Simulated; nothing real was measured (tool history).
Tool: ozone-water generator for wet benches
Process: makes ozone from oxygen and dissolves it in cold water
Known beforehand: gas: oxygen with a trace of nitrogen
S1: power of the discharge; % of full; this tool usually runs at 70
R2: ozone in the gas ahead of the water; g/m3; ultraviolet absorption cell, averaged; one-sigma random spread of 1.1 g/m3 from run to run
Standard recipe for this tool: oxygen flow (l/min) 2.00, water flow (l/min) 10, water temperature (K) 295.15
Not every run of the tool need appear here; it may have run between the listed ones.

run 1 day=0.000 | S1=70 oxygen_flow_(l/min)=2.00 water_flow_(l/min)=10 water_temperature_(K)=295.15 | dissolved_ozone_(ppm)=19.5 R2=202.9
run 2 day=3.158 | S1=70 oxygen_flow_(l/min)=1.94 water_flow_(l/min)=10 water_temperature_(K)=295.15 | dissolved_ozone_(ppm)=19.6 R2=207.0
run 3 day=5.483 | S1=70 oxygen_flow_(l/min)=1.94 water_flow_(l/min)=10 water_temperature_(K)=295.15 | dissolved_ozone_(ppm)=19.4 R2=208.7
run 4 day=7.546 | S1=70 oxygen_flow_(l/min)=1.94 water_flow_(l/min)=10 water_temperature_(K)=295.15 | dissolved_ozone_(ppm)=19.5 R2=206.4
run 5 day=10.508 | S1=70 oxygen_flow_(l/min)=1.94 water_flow_(l/min)=10 water_temperature_(K)=295.15 | dissolved_ozone_(ppm)=19.5 R2=206.7
run 6 day=12.275 | S1=70 oxygen_flow_(l/min)=2.00 water_flow_(l/min)=10 water_temperature_(K)=295.15 | dissolved_ozone_(ppm)=19.4 R2=202.0
run 7 day=14.717 | S1=70 oxygen_flow_(l/min)=2.00 water_flow_(l/min)=10 water_temperature_(K)=295.15 | dissolved_ozone_(ppm)=19.4 R2=200.8
run 8 day=16.433 | S1=70 oxygen_flow_(l/min)=2.00 water_flow_(l/min)=10 water_temperature_(K)=295.15 | dissolved_ozone_(ppm)=19.4 R2=202.6
run 9 day=18.375 | S1=70 oxygen_flow_(l/min)=2.00 water_flow_(l/min)=10 water_temperature_(K)=295.15 | dissolved_ozone_(ppm)=19.5 R2=200.5
run 10 day=21.579 | S1=70 oxygen_flow_(l/min)=2.00 water_flow_(l/min)=10 water_temperature_(K)=295.15 | dissolved_ozone_(ppm)=19.3 R2=201.6
run 11 day=23.471 | S1=70 oxygen_flow_(l/min)=2.00 water_flow_(l/min)=10 water_temperature_(K)=295.15 | dissolved_ozone_(ppm)=19.3 R2=200.3
run 12 day=25.188 | S1=70 oxygen_flow_(l/min)=2.00 water_flow_(l/min)=10 water_temperature_(K)=295.15 | dissolved_ozone_(ppm)=19.5 R2=200.7
run 13 day=28.192 | S1=99 oxygen_flow_(l/min)=2.00 water_flow_(l/min)=10 water_temperature_(K)=295.15 | dissolved_ozone_(ppm)=25.2 R2=264.7
run 14 day=31.329 | S1=99 oxygen_flow_(l/min)=2.00 water_flow_(l/min)=10 water_temperature_(K)=295.15 | dissolved_ozone_(ppm)=25.4 R2=259.0
run 15 day=34.579 | S1=70 oxygen_flow_(l/min)=2.00 water_flow_(l/min)=10 water_temperature_(K)=295.15 | dissolved_ozone_(ppm)=19.5 R2=199.0
run 16 day=36.592 | S1=70 oxygen_flow_(l/min)=2.00 water_flow_(l/min)=10 water_temperature_(K)=295.15 | dissolved_ozone_(ppm)=19.4 R2=199.3
run 17 day=39.192 | S1=70 oxygen_flow_(l/min)=1.89 water_flow_(l/min)=13 water_temperature_(K)=293.15 | dissolved_ozone_(ppm)=15.7 R2=207.2
-- day=39.975 gauge calibrated
run 18 day=40.846 | S1=70 oxygen_flow_(l/min)=1.89 water_flow_(l/min)=13 water_temperature_(K)=293.15 | dissolved_ozone_(ppm)=15.6 R2=212.3
run 19 day=42.304 | S1=61 oxygen_flow_(l/min)=2.00 water_flow_(l/min)=10 water_temperature_(K)=298.15 | dissolved_ozone_(ppm)=16.8 R2=183.6
run 20 day=44.888 | S1=61 oxygen_flow_(l/min)=2.00 water_flow_(l/min)=10 water_temperature_(K)=298.15 | dissolved_ozone_(ppm)=16.6 R2=184.0
run 21 day=47.288 | S1=79 oxygen_flow_(l/min)=1.08 water_flow_(l/min)=10 water_temperature_(K)=295.15 | dissolved_ozone_(ppm)=20.1 R2=310.7
run 22 day=49.754 | S1=76 oxygen_flow_(l/min)=2.00 water_flow_(l/min)=10 water_temperature_(K)=289.15 | dissolved_ozone_(ppm)=22.5 R2=215.4
run 23 day=51.279 | S1=99 oxygen_flow_(l/min)=2.57 water_flow_(l/min)=12 water_temperature_(K)=298.15 | dissolved_ozone_(ppm)=21.4 R2=231.3
-- day=53.179 water thermometer calibrated
run 24 day=54.396 | S1=99 oxygen_flow_(l/min)=2.57 water_flow_(l/min)=11 water_temperature_(K)=293.15 | dissolved_ozone_(ppm)=24.8 R2=227.8
run 25 day=56.225 | S1=64 oxygen_flow_(l/min)=2.12 water_flow_(l/min)=11 water_temperature_(K)=288.15 | dissolved_ozone_(ppm)=18.5 R2=184.0
run 26 day=57.667 | S1=41 oxygen_flow_(l/min)=2.53 water_flow_(l/min)=9 water_temperature_(K)=289.15 | dissolved_ozone_(ppm)=15.5 R2=118.1
run 27 day=59.183 | S1=70 oxygen_flow_(l/min)=2.00 water_flow_(l/min)=14 water_temperature_(K)=295.15 | dissolved_ozone_(ppm)=14.4 R2=202.8
run 28 day=62.258 | S1=53 oxygen_flow_(l/min)=2.00 water_flow_(l/min)=14 water_temperature_(K)=288.15 | dissolved_ozone_(ppm)=12.5 R2=163.4
run 29 day=65.029 | S1=70 oxygen_flow_(l/min)=2.00 water_flow_(l/min)=10 water_temperature_(K)=289.15 | dissolved_ozone_(ppm)=21.2 R2=200.6
run 30 day=68.096 | S1=70 oxygen_flow_(l/min)=2.00 water_flow_(l/min)=10 water_temperature_(K)=289.15 | dissolved_ozone_(ppm)=21.2 R2=199.1
run 31 day=71.012 | S1=70 oxygen_flow_(l/min)=2.00 water_flow_(l/min)=10 water_temperature_(K)=289.15 | dissolved_ozone_(ppm)=21.3 R2=197.8
run 32 day=73.592 | S1=51 oxygen_flow_(l/min)=2.00 water_flow_(l/min)=10 water_temperature_(K)=289.15 | dissolved_ozone_(ppm)=16.5 R2=156.8

Some steps in R2, run to run, broken into two amounts with sign: the step expected even without the hidden condition (settings, incoming material, random variation), and the rest, left for the hidden condition together with whatever gauge scatter is not in both the measured and the hidden-condition-free result:
The hidden state here: yield of the discharge, % of new electrodes'; contactor's efficiency, % of a clean one's; true water temperature over the reading, C; drift of the gauge itself on ozone_ppm, %; drift of the gauge itself on gas_g_m3, %.
Run 12 -> 13: S1 70 -> 99. R2 +64.0 g/m3: hidden state -1.8, all else +65.8.
Run 17 -> 18: gauge calibrated. R2 +5.1 g/m3: hidden state +5.8, all else -0.7.
Run 20 -> 21: S1 61 -> 79, oxygen flow (l/min) 2.00 -> 1.08, water temperature (K) 298.15 -> 295.15. R2 +126.7 g/m3: hidden state -1.1, all else +127.8.
Run 21 -> 22: S1 79 -> 76, oxygen flow (l/min) 1.08 -> 2.00, water temperature (K) 295.15 -> 289.15. R2 -95.3 g/m3: hidden state +0.2, all else -95.5.
Run 26 -> 27: S1 41 -> 70, oxygen flow (l/min) 2.53 -> 2.00, water flow (l/min) 9 -> 14, water temperature (K) 289.15 -> 295.15. R2 +84.7 g/m3: hidden state -1.4, all else +86.1.
